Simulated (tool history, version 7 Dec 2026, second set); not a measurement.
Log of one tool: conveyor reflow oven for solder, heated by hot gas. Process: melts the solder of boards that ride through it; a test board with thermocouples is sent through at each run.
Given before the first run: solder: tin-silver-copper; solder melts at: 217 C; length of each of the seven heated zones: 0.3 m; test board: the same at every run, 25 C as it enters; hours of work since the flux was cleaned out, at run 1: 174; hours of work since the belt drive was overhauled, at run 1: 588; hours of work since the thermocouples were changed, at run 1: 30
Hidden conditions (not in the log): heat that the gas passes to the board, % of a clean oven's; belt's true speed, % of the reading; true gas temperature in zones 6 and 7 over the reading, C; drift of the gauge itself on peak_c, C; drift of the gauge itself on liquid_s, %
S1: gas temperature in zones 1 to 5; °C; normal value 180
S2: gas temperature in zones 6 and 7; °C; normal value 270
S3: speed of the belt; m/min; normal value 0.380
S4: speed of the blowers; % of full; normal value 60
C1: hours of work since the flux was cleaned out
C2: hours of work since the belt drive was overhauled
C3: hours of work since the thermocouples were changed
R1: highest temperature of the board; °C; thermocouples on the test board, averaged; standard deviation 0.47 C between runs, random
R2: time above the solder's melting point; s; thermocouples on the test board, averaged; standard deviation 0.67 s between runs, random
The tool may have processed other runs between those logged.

run	day	S1	S2	S3	S4	C1	C2	C3	R1	R2
1	0.000	180	270	0.380	60	174	588	30	251.9	73.8
2	2.092	180	270	0.380	60	211	626	68	253.3	74.7
3	3.288	180	276	0.380	60	233	647	89	257.3	77.4
4	5.142	180	270	0.455	60	266	681	122	246.3	54.7
5	6.621	180	270	0.455	60	293	707	149	245.9	53.7
6	8.742	180	270	0.319	60	331	745	187	257.6	94.0
7	10.383	180	270	0.319	60	361	775	217	257.9	93.8
8	11.583	180	270	0.319	60	382	797	238	258.2	93.9
9	12.917	180	270	0.319	60	406	821	262	258.7	95.5
# day 13.712: flux residue cleaned out of gas plates and filters
10	14.429	180	270	0.380	60	13	844	286	253.0	72.2
11	15.508	180	270	0.380	60	32	863	305	252.8	74.7
12	16.621	180	270	0.380	60	52	883	325	252.5	73.2
# day 17.421: belt drive overhauled, speed set with a stopwatch
13	18.675	180	270	0.380	60	86	22	359	252.1	74.2
14	20.208	180	270	0.380	60	114	50	387	252.5	73.4
15	21.217	180	270	0.380	60	132	68	405	253.4	73.0
16	22.121	176	270	0.380	66	148	85	421	254.1	72.4
17	23.892	176	270	0.380	66	180	116	453	254.4	72.1
18	24.821	174	270	0.380	72	197	133	470	255.4	73.5
19	25.975	184	270	0.380	74	218	154	490	257.3	79.1
20	27.675	184	270	0.380	74	248	184	521	257.9	79.8
21	29.433	191	270	0.380	60	280	216	553	254.6	82.5
22	30.558	180	270	0.380	58	300	236	573	251.4	72.4
23	31.800	173	267	0.336	55	322	259	595	250.8	79.6
24	33.729	172	267	0.336	60	357	293	630	253.0	79.3
25	35.279	172	267	0.336	60	385	321	658	252.5	80.5
# day 37.279: flux residue cleaned out of gas plates and filters
26	37.629	180	274	0.380	60	6	360	696	255.7	77.7
27	39.275	180	274	0.380	60	36	389	726	255.4	76.8
28	40.308	191	279	0.394	86	54	408	745	268.2	86.3
29	41.638	191	260	0.394	86	78	432	769	251.5	77.7
30	43.717	191	260	0.394	86	116	469	806	250.6	77.4

What if the next run were any one of these 5? Each begins from the tool's condition after run 30:
A	44.750	180	270	0.315	60	134	488	824	?	?
B	44.750	168	280	0.394	61	134	488	824	?	?
C	44.750	180	262	0.380	60	134	488	824	?	?
D	44.750	183	281	0.380	60	134	488	824	?	?
E	44.750	180	285	0.380	60	134	488	824	?	?

run	R1	R2
A	258.0	95.8
B	258.5	69.8
C	246.0	67.1
D	263.7	82.4
E	265.4	82.5
The same runs, with their run-to-run variation unchanged, on a tool lacking any hidden condition would have given:
run	R1	R2
A	258.0	95.8
B	258.5	69.8
C	246.1	67.1
D	263.7	82.5
E	265.5	82.5
